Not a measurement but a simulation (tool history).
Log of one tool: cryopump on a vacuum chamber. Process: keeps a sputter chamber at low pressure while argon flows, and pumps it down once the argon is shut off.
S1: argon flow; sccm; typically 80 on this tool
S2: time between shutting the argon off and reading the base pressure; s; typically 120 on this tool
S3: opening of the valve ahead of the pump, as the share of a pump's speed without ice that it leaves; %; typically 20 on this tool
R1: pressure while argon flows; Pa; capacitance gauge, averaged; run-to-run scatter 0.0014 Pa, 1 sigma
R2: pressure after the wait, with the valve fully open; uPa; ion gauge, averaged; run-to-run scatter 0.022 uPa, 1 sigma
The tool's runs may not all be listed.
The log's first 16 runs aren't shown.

run,hour,S1,S2,S3,R1,R2
17,803.4,80,120,20,0.3527,1.72
18,854.9,80,120,20,0.3523,1.75
19,909.1,48,68,44,0.1001,2.25
20,969.9,48,68,44,0.1027,2.26
21,1020.1,65,120,54,0.1161,1.78
# hour 1059.7: pump warmed up, emptied and cooled again
22,1071.7,36,120,41,0.0751,1.67
23,1135.9,35,153,35,0.0871,1.52
24,1185.4,35,153,35,0.0863,1.58
25,1240.0,77,120,35,0.1918,1.69
26,1285.3,77,120,35,0.1925,1.76
27,1323.3,36,94,57,0.0577,1.88
28,1394.3,72,32,20,0.3153,3.21
29,1455.7,147,130,20,0.6428,1.79
30,1492.7,68,130,20,0.2988,1.84
31,1551.5,36,21,41,0.0810,4.34
32,1596.4,36,21,41,0.0803,4.42
33,1636.8,82,21,31,0.2440,4.31
34,1673.8,122,144,32,0.3500,1.94

4 options for the next run, each taken on its own from the tool as it stands now. Forecast them:
A,1732.7,142,120,20,?,?
B,1732.7,89,120,20,?,?
C,1732.7,94,144,47,?,?
D,1732.7,83,103,17,?,?

run,R1,R2
A,0.6336,2.01
B,0.4008,2.03
C,0.1915,2.02
D,0.4325,2.15
Without the tool's hidden state the same runs would have given:
run,R1,R2
A,0.6000,0.63
B,0.3796,0.66
C,0.1693,0.58
D,0.4129,0.74

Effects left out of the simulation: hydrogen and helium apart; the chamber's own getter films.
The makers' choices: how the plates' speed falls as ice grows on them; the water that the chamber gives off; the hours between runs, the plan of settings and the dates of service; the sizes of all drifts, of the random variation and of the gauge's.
